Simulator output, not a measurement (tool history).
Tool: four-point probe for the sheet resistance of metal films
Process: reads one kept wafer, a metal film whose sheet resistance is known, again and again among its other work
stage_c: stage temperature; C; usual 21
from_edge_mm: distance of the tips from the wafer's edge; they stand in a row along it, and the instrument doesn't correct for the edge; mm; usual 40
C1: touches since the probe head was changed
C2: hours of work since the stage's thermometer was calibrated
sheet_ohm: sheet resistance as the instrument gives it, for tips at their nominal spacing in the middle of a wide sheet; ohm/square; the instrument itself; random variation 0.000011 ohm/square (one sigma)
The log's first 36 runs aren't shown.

{"run": 37, "hour": 2652.9, "stage_c": 22, "from_edge_mm": 28, "C1": 55459, "C2": 244, "sheet_ohm": 0.052611}
{"run": 38, "hour": 2711.4, "stage_c": 22, "from_edge_mm": 28, "C1": 56121, "C2": 273, "sheet_ohm": 0.052613}
{"run": 39, "hour": 2766.8, "stage_c": 24, "from_edge_mm": 55, "C1": 56747, "C2": 301, "sheet_ohm": 0.052655}
{"run": 40, "hour": 2846.4, "stage_c": 19, "from_edge_mm": 40, "C1": 57648, "C2": 341, "sheet_ohm": 0.052556}
{"run": 41, "hour": 2909.3, "stage_c": 19, "from_edge_mm": 40, "C1": 58359, "C2": 372, "sheet_ohm": 0.052561}
{"run": 42, "hour": 3012.9, "stage_c": 23, "from_edge_mm": 5, "C1": 59530, "C2": 424, "sheet_ohm": 0.052935}
{"run": 43, "hour": 3070.3, "stage_c": 26, "from_edge_mm": 25, "C1": 60179, "C2": 452, "sheet_ohm": 0.052717}
{"run": 44, "hour": 3182.8, "stage_c": 22, "from_edge_mm": 40, "C1": 61450, "C2": 508, "sheet_ohm": 0.052627}
{"run": 45, "hour": 3245.3, "stage_c": 22, "from_edge_mm": 40, "C1": 62157, "C2": 539, "sheet_ohm": 0.052643}

4 ways to go on from here, each from the tool as it stands after run 45. What would each give?
{"run": "A", "hour": 3317.4, "stage_c": 35, "from_edge_mm": 12, "C1": 62973, "C2": 575, "sheet_ohm": "?"}
{"run": "B", "hour": 3317.4, "stage_c": 22, "from_edge_mm": 24, "C1": 62973, "C2": 575, "sheet_ohm": "?"}
{"run": "C", "hour": 3317.4, "stage_c": 23, "from_edge_mm": 7, "C1": 62973, "C2": 575, "sheet_ohm": "?"}
{"run": "D", "hour": 3317.4, "stage_c": 29, "from_edge_mm": 7, "C1": 62973, "C2": 575, "sheet_ohm": "?"}

run=A sheet_ohm=0.052936
run=B sheet_ohm=0.052634
run=C sheet_ohm=0.052789
run=D sheet_ohm=0.052901
Without the tool's hidden state the same runs would have given:
run=A sheet_ohm=0.052886
run=B sheet_ohm=0.052583
run=C sheet_ohm=0.052738
run=D sheet_ohm=0.05285
